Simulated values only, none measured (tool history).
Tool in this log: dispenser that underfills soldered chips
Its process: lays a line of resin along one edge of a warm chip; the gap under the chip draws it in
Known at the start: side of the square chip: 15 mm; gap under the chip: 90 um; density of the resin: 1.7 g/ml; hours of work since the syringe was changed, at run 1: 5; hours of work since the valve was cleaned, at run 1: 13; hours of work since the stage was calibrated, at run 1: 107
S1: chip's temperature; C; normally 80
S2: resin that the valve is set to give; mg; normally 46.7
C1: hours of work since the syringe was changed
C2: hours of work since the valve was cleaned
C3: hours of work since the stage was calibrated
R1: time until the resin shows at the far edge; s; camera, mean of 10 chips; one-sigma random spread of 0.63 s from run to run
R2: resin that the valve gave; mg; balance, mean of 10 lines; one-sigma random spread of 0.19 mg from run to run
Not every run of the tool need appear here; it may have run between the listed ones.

run	hour	S1	S2	C1	C2	C3	R1	R2
1	0	80	46.7	5	13	107	75.3	46.31
# hour 4: new syringe of resin
2	12.2	80	46.7	6	22	117	80.7	45.99
# hour 14.6: new syringe of resin
3	20.9	80	46.7	5	29	123	73.7	45.58
# hour 24.5: new syringe of resin
4	31.8	80	46.7	6	37	132	76	45.65
# hour 34.7: new syringe of resin
5	41.6	80	46.7	5	44	139	74.5	45.26
# hour 45: new syringe of resin
6	49.3	68	46.7	3	50	145	102.2	45.03
# hour 55.5: new syringe of resin
7	57.7	68	46.7	2	56	151	93.5	44.55
# hour 65.8: new syringe of resin
8	69.6	67	43.2	3	65	160	108.6	41
# hour 75.1: dispensing valve cleaned and set on the balance
# hour 76.5: new syringe of resin
# hour 87: new syringe of resin
9	88.3	80	55.4	1	10	174	56.5	54.95
# hour 97.1: new syringe of resin
10	97.1	76	44.3	0	16	180	63.7	43.75

4 options for the next run, each taken on its own from the tool as it stands now. Forecast them:
# hour 107.5: new syringe of resin
A	113.7	76	59.5	5	29	193	?	?
# hour 107.5: new syringe of resin
B	113.7	71	43.7	5	29	193	?	?
# hour 107.5: new syringe of resin
C	113.7	93	41.4	5	29	193	?	?
# hour 107.5: new syringe of resin
D	113.7	75	53.8	5	29	193	?	?

run	R1	R2
A	78.3	57.55
B	101.7	42.8
C	48.5	40.21
D	83.3	52.55
The same runs, with their run-to-run variation unchanged, on a tool lacking any hidden condition would have given:
run	R1	R2
A	60.9	58.96
B	78.7	43.85
C	37.3	41.2
D	64.7	53.85
